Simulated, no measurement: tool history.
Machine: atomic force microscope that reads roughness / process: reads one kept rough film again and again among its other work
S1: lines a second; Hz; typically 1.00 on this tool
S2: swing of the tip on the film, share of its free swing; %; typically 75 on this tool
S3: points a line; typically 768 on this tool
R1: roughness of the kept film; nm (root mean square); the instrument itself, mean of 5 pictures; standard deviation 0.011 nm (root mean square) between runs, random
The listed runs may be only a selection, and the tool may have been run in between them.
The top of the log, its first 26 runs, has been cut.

run,hour,S1,S2,S3,R1
# hour 891.9: new tip fitted
# hour 934.3: new tip fitted
27,935.3,1.00,75,768,2.546
28,957.8,1.00,75,768,1.874
# hour 975.8: new tip fitted
29,983.0,1.00,75,496,2.285
30,1010.8,0.62,75,559,1.689
# hour 1020.6: new tip fitted
31,1041.9,2.13,55,324,1.903
# hour 1062.9: new tip fitted
32,1070.3,2.13,55,324,2.360
33,1089.3,1.00,75,342,1.799
# hour 1105.3: new tip fitted
34,1109.0,1.00,75,342,2.426
35,1135.6,1.00,75,342,1.662
# hour 1148.6: new tip fitted
36,1166.0,1.00,72,342,2.040
# hour 1193.1: new tip fitted
37,1201.3,1.00,59,575,2.445
38,1229.8,1.00,59,575,1.747
# hour 1234.1: new tip fitted
39,1262.9,0.52,75,666,1.859
# hour 1278.8: new tip fitted
40,1309.9,3.31,75,310,1.418
# hour 1320.9: new tip fitted
41,1350.4,0.51,81,260,1.775
# hour 1363.7: new tip fitted
42,1396.8,0.51,81,260,1.672
# hour 1408.3: new tip fitted
43,1418.2,0.51,81,260,2.238
# hour 1451.4: new tip fitted
44,1456.0,0.51,81,260,2.397
45,1484.8,0.51,81,260,1.577
# hour 1495.1: new tip fitted
46,1514.6,0.98,89,417,1.789
# hour 1537.1: new tip fitted
47,1561.2,1.70,75,703,1.729
# hour 1580.0: new tip fitted
48,1593.9,1.00,63,596,2.169
# hour 1621.8: new tip fitted
49,1624.0,1.00,63,596,2.700

4 options for the next run, each taken on its own from the tool as it stands now. Forecast them:
A,1661.9,0.85,64,596,?
B,1661.9,0.90,75,768,?
C,1661.9,1.11,88,529,?
D,1661.9,1.00,58,768,?

run,R1
A,1.551
B,1.495
C,1.360
D,1.539
What these runs would have given with no unlogged condition in the tool:
run,R1
A,2.752
B,2.656
C,2.418
D,2.745
